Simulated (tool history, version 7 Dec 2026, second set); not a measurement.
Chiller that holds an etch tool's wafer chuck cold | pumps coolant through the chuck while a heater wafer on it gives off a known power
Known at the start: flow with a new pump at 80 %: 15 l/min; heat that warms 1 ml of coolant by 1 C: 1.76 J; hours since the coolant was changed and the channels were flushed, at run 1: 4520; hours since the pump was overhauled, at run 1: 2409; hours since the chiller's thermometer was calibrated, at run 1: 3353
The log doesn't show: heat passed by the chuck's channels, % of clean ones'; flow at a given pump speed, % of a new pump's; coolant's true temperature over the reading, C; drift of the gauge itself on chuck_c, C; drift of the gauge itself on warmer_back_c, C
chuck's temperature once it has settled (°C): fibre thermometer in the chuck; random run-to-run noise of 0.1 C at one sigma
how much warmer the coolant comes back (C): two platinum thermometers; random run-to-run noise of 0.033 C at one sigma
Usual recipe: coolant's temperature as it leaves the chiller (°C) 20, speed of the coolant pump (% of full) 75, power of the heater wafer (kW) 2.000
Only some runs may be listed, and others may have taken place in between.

run    hour  coolant's temperature as it leaves the chiller (°C)  speed of the coolant pump (% of full)  power of the heater wafer (kW)  hours since the coolant was changed and the channels were flushed  hours since the pump was overhauled  hours since the chiller's thermometer was calibrated  chuck's temperature once it has settled (°C)  how much warmer the coolant comes back (C)
  1     0.0                                                   20                                     75                           2.000                                                               4520                                 2409                                                  3353                                          46.4                                        5.01
      103.1  -- coolant changed, channels flushed
  2   162.4                                                   20                                     75                           1.849                                                                 59                                 2566                                                  3509                                          40.9                                        4.64
  3   333.3                                                   20                                     75                           1.089                                                                230                                 2737                                                  3680                                          32.1                                        2.75
  4   452.1                                                   20                                     64                           2.000                                                                349                                 2855                                                  3799                                          45.3                                        6.09
  5   601.9                                                   20                                     64                           2.000                                                                499                                 3005                                                  3949                                          45.3                                        6.05
  6   814.1                                                   20                                     64                           2.000                                                                711                                 3217                                                  4161                                          45.6                                        6.15
  7  1026.1                                                   20                                     75                           2.000                                                                923                                 3429                                                  4373                                          43.1                                        5.06
  8  1190.5                                                   20                                     67                           2.000                                                               1087                                 3594                                                  4537                                          45.0                                        5.79
  9  1361.8                                                   20                                     67                           2.000                                                               1259                                 3765                                                  4709                                          45.4                                        5.85
 10  1582.3                                                   20                                     75                           2.000                                                               1479                                 3986                                                  4929                                          43.7                                        5.09
 11  1712.6                                                   20                                     75                           2.000                                                               1609                                 4116                                                  5059                                          43.7                                        5.07
 12  1823.7                                                   20                                     75                           2.000                                                               1721                                 4227                                                  5170                                          43.9                                        5.11
 13  1938.4                                                   20                                     80                           2.000                                                               1835                                 4342                                                  5285                                          42.9                                        4.75
 14  2049.3                                                   20                                     80                           2.000                                                               1946                                 4453                                                  5396                                          43.0                                        4.79
 15  2263.2                                                   20                                     75                           2.000                                                               2160                                 4666                                                  5610                                          44.2                                        5.19
     2368.5  -- chiller's thermometer calibrated
 16  2410.6                                                   14                                     75                           2.890                                                               2307                                 4813                                                    42                                          50.1                                        7.43
 17  2565.2                                                   17                                     84                           1.678                                                               2461                                 4967                                                   197                                          36.6                                        3.77
 18  2782.1                                                   19                                     99                           1.678                                                               2678                                 5184                                                   414                                          36.7                                        3.13
 19  2882.8                                                   19                                     77                           2.598                                                               2779                                 5285                                                   514                                          51.7                                        6.54
 20  3023.8                                                   20                                     75                           2.829                                                               2920                                 5426                                                   655                                          56.4                                        7.30
     3046.4  -- coolant pump overhauled
 21  3238.7                                                   20                                     84                           2.000                                                               3130                                  192                                                   865                                          44.1                                        4.55

Run 22 is up next; what results do you expect?
 22  3401.0                                                   20                                     84                           2.000                                                               3292                                  355                                                  1028                                             ?                                           ?

Run 22 measured chuck's temperature once it has settled (°C) 44.2, how much warmer the coolant comes back (C) 4.55.
Had the tool carried no hidden state, the very same run would have given chuck's temperature once it has settled (°C) 40.7, how much warmer the coolant comes back (C) 4.26.

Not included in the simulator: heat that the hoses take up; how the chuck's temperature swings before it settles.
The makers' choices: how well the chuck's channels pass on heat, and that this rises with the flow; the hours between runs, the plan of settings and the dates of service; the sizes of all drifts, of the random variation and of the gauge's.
